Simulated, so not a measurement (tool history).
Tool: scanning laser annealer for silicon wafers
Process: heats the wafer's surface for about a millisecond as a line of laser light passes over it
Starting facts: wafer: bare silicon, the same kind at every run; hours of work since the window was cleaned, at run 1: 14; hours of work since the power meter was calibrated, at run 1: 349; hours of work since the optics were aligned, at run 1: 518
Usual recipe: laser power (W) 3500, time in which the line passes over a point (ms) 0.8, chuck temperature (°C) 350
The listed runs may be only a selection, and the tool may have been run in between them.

run	hour	laser power (W)	time in which the line passes over a point (ms)	chuck temperature (°C)	hours of work since the window was cleaned	hours of work since the power meter was calibrated	hours of work since the optics were aligned	highest temperature of the surface (°C)
1	0	3500	0.8	350	14	349	518	1103
2	16.8	3500	0.8	350	27	362	530	1104
3	27.1	3500	0.8	350	35	370	538	1098
4	42.8	3500	0.8	350	46	381	550	1103
5	49.6	3500	0.8	354	52	387	555	1100
6	59.8	3500	0.8	350	59	394	563	1098
7	75.6	3500	0.8	384	71	406	575	1129
8	84	3500	0.688	350	77	413	581	1042
9	93.8	3500	0.8	327	85	420	589	1070
10	108.4	3500	0.8	315	96	431	600	1056
11	118.6	3314	0.8	350	104	439	607	1044
12	132.4	3314	0.8	350	114	449	618	1044
13	147	3500	0.8	350	125	460	629	1087
14	159.4	3500	0.8	350	134	469	638	1086
15	171.4	3500	0.8	350	143	478	647	1089
16	181.5	3245	0.579	350	151	486	655	926
17	189	3245	0.579	350	157	492	660	926
18	203.6	3500	0.658	363	168	503	671	1029
19	210.5	3500	0.956	350	173	508	676	1153
20	225.1	3105	0.8	386	184	519	687	1022
21	234.4	3500	0.707	366	191	526	694	1054
22	244.6	3398	0.825	366	198	534	702	1080
23	261.3	3398	0.744	366	211	546	715	1044
24	277.4	3398	0.744	366	223	558	727	1043
25	285.7	3508	0.736	338	229	565	733	1037
26	292.5	3046	0.56	390	235	570	738	909
27	305.9	3046	0.56	390	245	580	748	906
28	313.6	3578	0.884	350	251	586	754	1130
29	324.8	3578	0.884	350	259	594	763	1131

What if the next run were any one of these 4? Each begins from the tool's condition after run 29:
A	334.8	3593	0.8	350	266	602	770	?
B	334.8	3500	0.657	350	266	602	770	?
C	334.8	3825	0.744	374	266	602	770	?
D	334.8	3562	0.599	350	266	602	770	?

run	highest temperature of the surface (°C)
A	1094
B	1004
C	1145
D	989
Without the tool's hidden state the same runs would have given:
run	highest temperature of the surface (°C)
A	1135
B	1041
C	1188
D	1024
